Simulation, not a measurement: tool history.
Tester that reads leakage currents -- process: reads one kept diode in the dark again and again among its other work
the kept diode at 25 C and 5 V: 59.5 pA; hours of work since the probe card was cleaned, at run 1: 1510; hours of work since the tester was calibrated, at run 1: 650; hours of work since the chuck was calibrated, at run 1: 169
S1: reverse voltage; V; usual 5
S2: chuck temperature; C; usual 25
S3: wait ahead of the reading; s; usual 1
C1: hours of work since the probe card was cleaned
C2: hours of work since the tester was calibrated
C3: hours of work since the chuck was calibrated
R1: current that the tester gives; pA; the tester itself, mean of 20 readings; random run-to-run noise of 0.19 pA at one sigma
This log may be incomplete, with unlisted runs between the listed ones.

run    hour     S1  S2    S3    C1    C2    C3      R1
  1       0      5  25     1  1510   650   169   63.62
  2    96.5      5  25     1  1585   725   244   63.55
  3   178.1  12.51  25     1  1648   789   308   93.05
  4   282.7   7.68  25     1  1729   870   389   74.99
  5   332.8      5  25  1.78  1768   909   428   62.75
  6   434.9      5  25  1.78  1848   988   507   62.89
  7   538.3      5  25  1.78  1928  1068   587   62.48
  8     624      5  25   1.2  1994  1135   654   62.42
  9   690.9      5  25   1.2  2046  1187   706   62.77
 10   769.7      5  25     1  2108  1248   767   62.19
 11     847      5  25  6.25  2168  1308   827   61.93
 12   903.6      5  25  6.25  2212  1352   871   61.85
 13  1006.8      5  25  6.25  2292  1432   951   61.94
 14  1091.3      5  25  6.25  2357  1498  1017   61.43
 15  1143.4      5  23     1  2398  1539  1057   53.62
 16  1224.5      5  23     1  2461  1602  1120   53.68
 17  1290.9      5  23     1  2512  1653  1172   53.59
 18  1334.7   5.44  25     1  2547  1687  1206   63.83
 19  1425.1   5.44  25     1  2617  1757  1276   64.11
 20  1508.2   3.61  25     1  2681  1822  1341   53.37
 21  1612.9  14.44  25     1  2763  1903  1422  100.08
 22  1696.4  14.44  25     1  2827  1968  1487  101.05
 23  1746.6  17.65  52     1  2866  2007  1526  635.04
     1806.2  -- chuck's temperature calibrated
 24  1853.7  17.65  52     1  2948  2089    37  703.93
 25  1931.3   2.73  46  1.44  3008  2149    97  235.36
 26  2035.8   2.48  25  0.39  3090  2230   178   51.32
 27  2081.8   3.66  25  2.85  3125  2266   214   59.38
 28  2138.9   3.66  39  2.63  3170  2310   258  160.09
 29  2240.8   6.68  36  2.63  3249  2390   338  163.34
 30  2297.4   1.34  55  2.61  3293  2433   382  325.12
 31  2390.2   1.29  20  0.34  3365  2506   454    26.7
 32  2481.9   1.12  40  0.33  3436  2577   525  109.46
 33  2541.8   1.12  40  0.33  3483  2623   571  108.35
     2632.1  -- probe card cleaned and baked
 34    2634   1.12  40  0.33     1  2693   641  105.99
 35  2683.4   1.12  40  0.34    40  2731   679  105.77
 36  2739.5   3.17  36  6.44    83  2775   723  113.57
 37  2829.7   3.17  36  6.44   153  2845   793  113.13
 38  2911.2   4.74  60     1   217  2908   856   683.2
 39  2976.3   4.74  60     1   267  2958   907  674.32
 40  3033.7      5  25  4.16   312  3003   951   56.91

4 options for the next run, each taken on its own from the tool as it stands now. Forecast them:
  A  3128.7  7.96  43  2.86  386  3077  1025   ?
  B  3128.7  6.61  29  4.16  386  3077  1025   ?
  C  3128.7     5  25  1.19  386  3077  1025   ?
  D  3128.7  4.35  48  0.49  386  3077  1025   ?

run      R1
  A  259.58
  B    85.8
  C   56.93
  D  294.29
With no hidden state in the tool, these same runs would have given:
run      R1
  A  273.29
  B   89.94
  C   59.63
  D  310.32
